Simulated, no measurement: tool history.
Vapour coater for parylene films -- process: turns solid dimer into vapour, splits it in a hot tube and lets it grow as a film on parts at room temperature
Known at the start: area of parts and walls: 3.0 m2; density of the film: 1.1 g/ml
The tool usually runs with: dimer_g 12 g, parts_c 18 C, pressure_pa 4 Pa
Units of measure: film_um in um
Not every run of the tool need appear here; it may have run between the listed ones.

run 1 hour=0 | dimer_g=12 parts_c=18 pressure_pa=4 | film_um=1.61
run 2 hour=58.3 | dimer_g=12 parts_c=18 pressure_pa=4 | film_um=1.62
run 3 hour=100.3 | dimer_g=12 parts_c=18 pressure_pa=4 | film_um=1.62
run 4 hour=149.5 | dimer_g=12 parts_c=18 pressure_pa=4 | film_um=1.55
run 5 hour=187.3 | dimer_g=12 parts_c=18 pressure_pa=4 | film_um=1.55
run 6 hour=220.8 | dimer_g=12 parts_c=18 pressure_pa=4 | film_um=1.54
-- hour=272.5 trap's valve overhauled
run 7 hour=278.8 | dimer_g=12 parts_c=18 pressure_pa=4 | film_um=1.69
run 8 hour=311.3 | dimer_g=12 parts_c=18 pressure_pa=4 | film_um=1.67
run 9 hour=367.4 | dimer_g=12 parts_c=13 pressure_pa=4 | film_um=2.1
run 10 hour=435.4 | dimer_g=15 parts_c=18 pressure_pa=4 | film_um=2.06
run 11 hour=507.6 | dimer_g=15 parts_c=18 pressure_pa=4 | film_um=2.01
run 12 hour=573.8 | dimer_g=15 parts_c=18 pressure_pa=4 | film_um=1.95
run 13 hour=625.7 | dimer_g=5 parts_c=18 pressure_pa=2.22 | film_um=0.66
run 14 hour=691.4 | dimer_g=13 parts_c=29 pressure_pa=9.27 | film_um=0.93
run 15 hour=761.6 | dimer_g=5 parts_c=17 pressure_pa=5.56 | film_um=0.61
-- hour=790.4 trap's valve overhauled
run 16 hour=820.4 | dimer_g=5 parts_c=17 pressure_pa=5.56 | film_um=0.71
run 17 hour=864.7 | dimer_g=12 parts_c=18 pressure_pa=4 | film_um=1.68
run 18 hour=938.6 | dimer_g=12 parts_c=18 pressure_pa=4 | film_um=1.65
run 19 hour=993.2 | dimer_g=12 parts_c=18 pressure_pa=4 | film_um=1.63
run 20 hour=1047.8 | dimer_g=12 parts_c=18 pressure_pa=4 | film_um=1.59
run 21 hour=1101.2 | dimer_g=12 parts_c=18 pressure_pa=4 | film_um=1.58
run 22 hour=1174.4 | dimer_g=12 parts_c=11 pressure_pa=2.7 | film_um=2.21
run 23 hour=1227.8 | dimer_g=15 parts_c=24 pressure_pa=8.52 | film_um=1.3
run 24 hour=1272.5 | dimer_g=15 parts_c=24 pressure_pa=8.52 | film_um=1.28

Predict each of these 5 candidate next runs independently; none follows another, all start after run 24:
-- hour=1307.7 trap's valve overhauled
run A hour=1311.4 | dimer_g=9 parts_c=18 pressure_pa=4.07 | film_um=?
-- hour=1307.7 trap's valve overhauled
run B hour=1311.4 | dimer_g=11 parts_c=22 pressure_pa=8.93 | film_um=?
-- hour=1307.7 trap's valve overhauled
run C hour=1311.4 | dimer_g=12 parts_c=12 pressure_pa=4 | film_um=?
-- hour=1307.7 trap's valve overhauled
run D hour=1311.4 | dimer_g=15 parts_c=25 pressure_pa=8.52 | film_um=?
-- hour=1307.7 trap's valve overhauled
run E hour=1311.4 | dimer_g=13 parts_c=23 pressure_pa=4.59 | film_um=?

run=A film_um=1.24
run=B film_um=1.19
run=C film_um=2.18
run=D film_um=1.39
run=E film_um=1.39
Had the tool no hidden state, the same runs would have come out as:
run=A film_um=1.32
run=B film_um=1.27
run=C film_um=2.33
run=D film_um=1.49
run=E film_um=1.48
